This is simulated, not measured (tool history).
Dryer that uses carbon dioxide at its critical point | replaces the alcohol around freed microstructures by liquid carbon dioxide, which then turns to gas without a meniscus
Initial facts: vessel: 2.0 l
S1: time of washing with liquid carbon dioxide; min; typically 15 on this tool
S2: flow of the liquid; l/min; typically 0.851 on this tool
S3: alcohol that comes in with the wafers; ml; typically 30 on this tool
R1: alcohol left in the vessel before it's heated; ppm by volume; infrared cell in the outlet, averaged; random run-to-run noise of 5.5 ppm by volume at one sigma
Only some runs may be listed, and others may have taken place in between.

{"run": 1, "hour": 0.0, "S1": 15, "S2": 0.851, "S3": 30, "R1": 192}
{"run": 2, "hour": 6.4, "S1": 15, "S2": 0.851, "S3": 30, "R1": 171}
{"run": 3, "hour": 16.9, "S1": 15, "S2": 0.851, "S3": 30, "R1": 194}
{"run": 4, "hour": 23.5, "S1": 15, "S2": 0.851, "S3": 30, "R1": 192}
{"run": 5, "hour": 34.2, "S1": 19, "S2": 0.851, "S3": 30, "R1": 74}
{"run": 6, "hour": 44.3, "S1": 19, "S2": 0.851, "S3": 30, "R1": 90}
{"run": 7, "hour": 51.8, "S1": 19, "S2": 0.851, "S3": 31, "R1": 90}
{"run": 8, "hour": 57.3, "S1": 19, "S2": 0.851, "S3": 31, "R1": 85}
{"run": 9, "hour": 62.2, "S1": 15, "S2": 1.36, "S3": 30, "R1": 34}
{"run": 10, "hour": 72.7, "S1": 15, "S2": 1.36, "S3": 30, "R1": 51}
{"run": 11, "hour": 83.1, "S1": 15, "S2": 1.36, "S3": 30, "R1": 51}
{"run": 12, "hour": 94.0, "S1": 15, "S2": 1.36, "S3": 30, "R1": 48}
{"run": 13, "hour": 99.7, "S1": 15, "S2": 0.851, "S3": 31, "R1": 211}
{"run": 14, "hour": 105.2, "S1": 15, "S2": 0.851, "S3": 31, "R1": 213}
{"run": 15, "hour": 112.1, "S1": 15, "S2": 0.851, "S3": 31, "R1": 223}
{"run": 16, "hour": 121.7, "S1": 15, "S2": 0.851, "S3": 30, "R1": 216}
{"run": 17, "hour": 127.3, "S1": 15, "S2": 0.851, "S3": 101, "R1": 614}
{"run": 18, "hour": 137.8, "S1": 15, "S2": 0.851, "S3": 101, "R1": 621}
{"run": 19, "hour": 147.4, "S1": 15, "S2": 0.851, "S3": 30, "R1": 229}
{"run": 20, "hour": 153.2, "S1": 12, "S2": 0.675, "S3": 27, "R1": 817}
{"run": 21, "hour": 158.8, "S1": 12, "S2": 0.851, "S3": 30, "R1": 490}
{"run": 22, "hour": 164.9, "S1": 12, "S2": 0.851, "S3": 30, "R1": 464}
{"run": 23, "hour": 170.4, "S1": 12, "S2": 0.851, "S3": 30, "R1": 489}
{"run": 24, "hour": 177.6, "S1": 17, "S2": 1.017, "S3": 30, "R1": 82}
{"run": 25, "hour": 186.7, "S1": 23, "S2": 0.851, "S3": 43, "R1": 75}
{"run": 26, "hour": 192.9, "S1": 23, "S2": 0.851, "S3": 43, "R1": 63}
{"run": 27, "hour": 202.6, "S1": 23, "S2": 0.58, "S3": 36, "R1": 219}
{"run": 28, "hour": 208.6, "S1": 15, "S2": 1.133, "S3": 30, "R1": 94}
{"run": 29, "hour": 214.5, "S1": 15, "S2": 1.133, "S3": 30, "R1": 90}
{"run": 30, "hour": 220.3, "S1": 15, "S2": 1.133, "S3": 30, "R1": 100}
{"run": 31, "hour": 227.2, "S1": 15, "S2": 1.133, "S3": 30, "R1": 98}
{"run": 32, "hour": 235.4, "S1": 13, "S2": 1.187, "S3": 22, "R1": 111}
{"run": 33, "hour": 243.0, "S1": 21, "S2": 0.565, "S3": 35, "R1": 341}
{"run": 34, "hour": 251.2, "S1": 21, "S2": 0.529, "S3": 35, "R1": 441}
{"run": 35, "hour": 259.0, "S1": 23, "S2": 0.545, "S3": 58, "R1": 436}
{"run": 36, "hour": 266.7, "S1": 17, "S2": 1.42, "S3": 58, "R1": 55}
{"run": 37, "hour": 276.0, "S1": 10, "S2": 1.069, "S3": 25, "R1": 395}
{"run": 38, "hour": 281.2, "S1": 16, "S2": 1.051, "S3": 68, "R1": 165}

Below are 3 alternative next runs, each starting from the tool's condition after run 38. Predict each:
{"run": "A", "hour": 291.9, "S1": 15, "S2": 0.523, "S3": 29, "R1": "?"}
{"run": "B", "hour": 291.9, "S1": 16, "S2": 0.797, "S3": 68, "R1": "?"}
{"run": "C", "hour": 291.9, "S1": 17, "S2": 0.561, "S3": 36, "R1": "?"}

run=A R1=1055
run=B R1=507
run=C R1=739
With the hidden condition removed and each run's random variation left untouched, the same runs would have given:
run=A R1=816
run=B R1=327
run=C R1=535

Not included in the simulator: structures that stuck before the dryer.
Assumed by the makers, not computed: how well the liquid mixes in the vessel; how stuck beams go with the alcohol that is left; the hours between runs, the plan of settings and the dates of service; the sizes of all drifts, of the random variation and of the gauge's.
